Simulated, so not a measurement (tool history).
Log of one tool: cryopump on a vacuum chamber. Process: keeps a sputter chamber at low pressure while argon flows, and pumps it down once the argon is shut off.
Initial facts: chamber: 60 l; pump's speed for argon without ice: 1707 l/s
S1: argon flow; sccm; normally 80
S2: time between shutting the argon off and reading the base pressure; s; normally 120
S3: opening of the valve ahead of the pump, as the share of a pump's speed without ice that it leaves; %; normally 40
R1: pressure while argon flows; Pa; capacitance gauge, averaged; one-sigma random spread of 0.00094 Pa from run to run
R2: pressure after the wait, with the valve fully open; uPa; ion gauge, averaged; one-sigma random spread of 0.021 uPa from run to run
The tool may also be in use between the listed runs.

| run | hour | S1 | S2 | S3 | R1 | R2 |
|---|---|---|---|---|---|---|
| 1 | 0 | 80 | 120 | 40 | 0.2049 | 1.16 |
| 2 | 44.9 | 80 | 120 | 40 | 0.2061 | 1.19 |
| 3 | 73 | 80 | 120 | 40 | 0.2089 | 1.19 |
| 4 | 98.1 | 80 | 120 | 40 | 0.2086 | 1.27 |
| 5 | 137.8 | 80 | 120 | 40 | 0.2127 | 1.25 |
| 6 | 167.1 | 56 | 85 | 39 | 0.1539 | 1.45 |
| 7 | 193.1 | 56 | 85 | 39 | 0.1552 | 1.45 |
| 8 | 226.8 | 37 | 28 | 33 | 0.1205 | 2.49 |
| 9 | 253.4 | 75 | 273 | 27 | 0.2968 | 1.17 |
| 10 | 276.1 | 75 | 33 | 21 | 0.3762 | 2.32 |

What if the next run were any one of these 4? Each begins from the tool's condition after run 10:
| A | 295.7 | 132 | 23 | 21 | ? | ? |
| B | 295.7 | 40 | 120 | 40 | ? | ? |
| C | 295.7 | 75 | 27 | 19 | ? | ? |
| D | 295.7 | 33 | 33 | 57 | ? | ? |

| run | R1 | R2 |
|---|---|---|
| A | 0.6634 | 2.83 |
| B | 0.1116 | 1.42 |
| C | 0.4147 | 2.71 |
| D | 0.0683 | 2.32 |
With no hidden state in the tool, these same runs would have given:
| run | R1 | R2 |
|---|---|---|
| A | 0.6218 | 1.96 |
| B | 0.099 | 0.53 |
| C | 0.3911 | 1.79 |
| D | 0.0578 | 1.43 |

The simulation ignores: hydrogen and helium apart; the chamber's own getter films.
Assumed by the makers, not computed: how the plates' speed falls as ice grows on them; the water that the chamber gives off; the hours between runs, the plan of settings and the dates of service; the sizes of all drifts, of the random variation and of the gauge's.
